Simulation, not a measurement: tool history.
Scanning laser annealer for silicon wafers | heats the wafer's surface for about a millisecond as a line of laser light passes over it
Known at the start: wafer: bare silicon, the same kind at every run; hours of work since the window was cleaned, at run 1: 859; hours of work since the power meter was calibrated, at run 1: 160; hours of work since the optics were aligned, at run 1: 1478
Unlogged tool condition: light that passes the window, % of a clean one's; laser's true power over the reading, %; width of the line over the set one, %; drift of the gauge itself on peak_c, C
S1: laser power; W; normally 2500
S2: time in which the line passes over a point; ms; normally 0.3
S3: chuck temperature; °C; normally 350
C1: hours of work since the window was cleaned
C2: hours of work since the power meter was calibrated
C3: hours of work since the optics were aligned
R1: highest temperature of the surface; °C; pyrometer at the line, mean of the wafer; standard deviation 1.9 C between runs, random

| run | day | S1 | S2 | S3 | C1 | C2 | C3 | R1 |
|---|---|---|---|---|---|---|---|---|
| 1 | 0 | 2500 | 0.3 | 350 | 859 | 160 | 1478 | 1123 |
| 2 | 0.512 | 2500 | 0.3 | 350 | 867 | 168 | 1487 | 1124 |
| 3 | 0.9 | 2500 | 0.3 | 350 | 874 | 175 | 1493 | 1124 |
| 4 | 1.362 | 2500 | 0.3 | 335 | 882 | 183 | 1501 | 1105 |
| 5 | 1.638 | 2500 | 0.308 | 350 | 886 | 187 | 1506 | 1130 |
| 6 | 1.912 | 2500 | 0.308 | 311 | 891 | 192 | 1510 | 1090 |
|  | 2.125 | window over the wafer cleaned |
| 7 | 2.512 | 2500 | 0.308 | 311 | 6 | 201 | 1519 | 1137 |
| 8 | 3.012 | 2500 | 0.3 | 350 | 15 | 209 | 1528 | 1160 |
| 9 | 3.479 | 2500 | 0.3 | 350 | 23 | 217 | 1535 | 1163 |
| 10 | 3.733 | 2500 | 0.3 | 350 | 27 | 221 | 1540 | 1162 |
| 11 | 4.004 | 2500 | 0.304 | 350 | 32 | 226 | 1544 | 1169 |
| 12 | 4.5 | 2500 | 0.304 | 350 | 40 | 234 | 1553 | 1167 |
| 13 | 4.896 | 2500 | 0.304 | 350 | 47 | 241 | 1559 | 1165 |
| 14 | 5.358 | 2500 | 0.304 | 350 | 55 | 249 | 1567 | 1163 |
| 15 | 5.875 | 2500 | 0.3 | 350 | 63 | 257 | 1576 | 1162 |
| 16 | 6.188 | 2500 | 0.3 | 350 | 69 | 263 | 1581 | 1158 |
| 17 | 6.746 | 2500 | 0.3 | 350 | 78 | 272 | 1591 | 1162 |
| 18 | 7.25 | 2500 | 0.3 | 350 | 86 | 281 | 1599 | 1159 |
| 19 | 7.517 | 2500 | 0.3 | 350 | 91 | 285 | 1604 | 1157 |
| 20 | 8.004 | 2500 | 0.3 | 350 | 99 | 293 | 1612 | 1159 |
| 21 | 8.412 | 2500 | 0.3 | 350 | 106 | 300 | 1619 | 1158 |
| 22 | 8.862 | 2500 | 0.3 | 350 | 114 | 308 | 1626 | 1157 |
| 23 | 9.242 | 2322 | 0.306 | 380 | 120 | 314 | 1633 | 1120 |
| 24 | 9.529 | 2143 | 0.336 | 361 | 125 | 319 | 1638 | 1056 |
| 25 | 9.958 | 2175 | 0.378 | 358 | 132 | 326 | 1645 | 1108 |
| 26 | 10.488 | 2175 | 0.378 | 358 | 141 | 335 | 1654 | 1104 |
| 27 | 11.004 | 2175 | 0.378 | 358 | 150 | 344 | 1662 | 1106 |
| 28 | 11.367 | 2500 | 0.3 | 324 | 156 | 350 | 1669 | 1127 |
| 29 | 11.892 | 2338 | 0.3 | 318 | 165 | 359 | 1677 | 1057 |
| 30 | 12.404 | 2129 | 0.3 | 325 | 173 | 367 | 1686 | 977 |
| 31 | 12.692 | 2360 | 0.278 | 318 | 178 | 372 | 1691 | 1041 |
| 32 | 13.038 | 2394 | 0.372 | 335 | 184 | 378 | 1697 | 1172 |
| 33 | 13.608 | 2394 | 0.372 | 335 | 194 | 388 | 1706 | 1171 |
| 34 | 14.171 | 2355 | 0.287 | 350 | 203 | 397 | 1716 | 1078 |
| 35 | 14.467 | 2736 | 0.27 | 324 | 208 | 402 | 1721 | 1183 |
| 36 | 14.804 | 2736 | 0.27 | 324 | 214 | 408 | 1727 | 1182 |
| 37 | 15.071 | 2500 | 0.3 | 340 | 218 | 412 | 1731 | 1139 |
| 38 | 15.371 | 2442 | 0.3 | 340 | 224 | 418 | 1736 | 1116 |
| 39 | 15.717 | 2442 | 0.286 | 365 | 229 | 423 | 1742 | 1124 |
| 40 | 16.221 | 2277 | 0.272 | 360 | 238 | 432 | 1751 | 1040 |
| 41 | 16.642 | 2243 | 0.3 | 387 | 245 | 439 | 1758 | 1082 |

For each run, the measured value with the value that run would have given without the tool's hidden condition subtracted. The run-to-run variation is shared by both, the gauge scatter possibly not:
| run | R1 |
|---|---|
| 1 | -52 |
| 2 | -53 |
| 3 | -53 |
| 4 | -53 |
| 5 | -54 |
| 6 | -54 |
| 7 | -12 |
| 8 | -12 |
| 9 | -13 |
| 10 | -12 |
| 11 | -13 |
| 12 | -13 |
| 13 | -14 |
| 14 | -15 |
| 15 | -14 |
| 16 | -15 |
| 17 | -15 |
| 18 | -16 |
| 19 | -17 |
| 20 | -17 |
| 21 | -17 |
| 22 | -18 |
| 23 | -16 |
| 24 | -16 |
| 25 | -17 |
| 26 | -17 |
| 27 | -19 |
| 28 | -20 |
| 29 | -19 |
| 30 | -17 |
| 31 | -19 |
| 32 | -23 |
| 33 | -23 |
| 34 | -21 |
| 35 | -25 |
| 36 | -25 |
| 37 | -24 |
| 38 | -24 |
| 39 | -23 |
| 40 | -22 |
| 41 | -22 |
